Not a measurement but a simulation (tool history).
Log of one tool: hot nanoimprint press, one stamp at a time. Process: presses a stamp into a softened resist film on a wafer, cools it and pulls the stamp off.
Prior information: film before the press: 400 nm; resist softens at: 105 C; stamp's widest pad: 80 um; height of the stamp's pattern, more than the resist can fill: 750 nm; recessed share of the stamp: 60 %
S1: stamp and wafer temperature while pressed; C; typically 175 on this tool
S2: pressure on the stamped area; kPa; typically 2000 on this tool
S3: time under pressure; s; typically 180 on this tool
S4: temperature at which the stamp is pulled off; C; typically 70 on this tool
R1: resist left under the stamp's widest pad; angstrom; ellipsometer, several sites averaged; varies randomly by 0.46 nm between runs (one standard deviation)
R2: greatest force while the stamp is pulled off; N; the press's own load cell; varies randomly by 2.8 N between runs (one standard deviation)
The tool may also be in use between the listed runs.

| run | day | S1 | S2 | S3 | S4 | R1 | R2 |
|---|---|---|---|---|---|---|---|
| 1 | 0 | 175 | 2000 | 180 | 70 | 1432 | 132 |
| 2 | 1.121 | 175 | 2000 | 180 | 70 | 1422 | 128 |
| 3 | 2.283 | 175 | 2000 | 180 | 70 | 1418 | 130 |
| 4 | 3.229 | 175 | 2000 | 180 | 68 | 1424 | 136 |
| 5 | 4.383 | 175 | 2000 | 180 | 60 | 1426 | 155 |
| 6 | 5.367 | 175 | 2000 | 180 | 60 | 1420 | 152 |
| 7 | 6.617 | 186 | 2000 | 180 | 70 | 864 | 135 |
| 8 | 7.454 | 186 | 2000 | 180 | 70 | 868 | 133 |
| 9 | 9.196 | 186 | 2000 | 180 | 70 | 872 | 131 |
| 10 | 10.7 | 186 | 2000 | 180 | 70 | 872 | 133 |
| 11 | 11.917 | 186 | 2000 | 180 | 70 | 868 | 129 |
| 12 | 13.454 | 186 | 2000 | 180 | 70 | 870 | 139 |
| 13 | 14.379 | 175 | 2000 | 180 | 70 | 1427 | 132 |
| 14 | 16.138 | 175 | 2000 | 180 | 70 | 1422 | 134 |
| 15 | 17.012 | 175 | 2000 | 180 | 70 | 1418 | 135 |
| 16 | 18.575 | 175 | 2000 | 180 | 70 | 1419 | 136 |
| 17 | 19.679 | 175 | 2000 | 180 | 70 | 1421 | 135 |
| 18 | 21.262 | 180 | 2000 | 141 | 70 | 1265 | 134 |
| 19 | 22.408 | 175 | 1410 | 98 | 70 | 2090 | 133 |
| 20 | 23.438 | 175 | 1490 | 136 | 74 | 1805 | 129 |
| 21 | 25.088 | 175 | 1470 | 180 | 70 | 1628 | 128 |
| 22 | 26.138 | 175 | 1470 | 180 | 70 | 1626 | 136 |
| 23 | 27.533 | 173 | 2000 | 180 | 74 | 1555 | 122 |
| 24 | 28.692 | 177 | 1990 | 260 | 61 | 1100 | 151 |
| 25 | 29.504 | 177 | 1990 | 260 | 61 | 1102 | 151 |
| 26 | 31.225 | 176 | 2420 | 180 | 70 | 1243 | 138 |
| 27 | 32.904 | 175 | 1690 | 351 | 70 | 1146 | 130 |
| 28 | 34.633 | 182 | 1690 | 351 | 74 | 825 | 125 |
| 29 | 35.471 | 172 | 1690 | 351 | 61 | 1324 | 156 |

Not shown here: 2 entries made in the log between runs. Locate each between two listed runs and compare the hidden state at the listed run before it with the hidden state at the listed run after it:
Run 11 -> run 12: plate thermocouple calibrated (day 12.425)
  true temperature over the reading, C: -0.02 -> 0
Run 25 -> run 26: press's hydraulic seals changed and the load cell set to zero (day 30.029)
  pressure that arrives at the usual setting, %: 99.94 -> 99.99; grip of the stamp's worn release coat, % over a new coat's: 1.2 -> 1.3
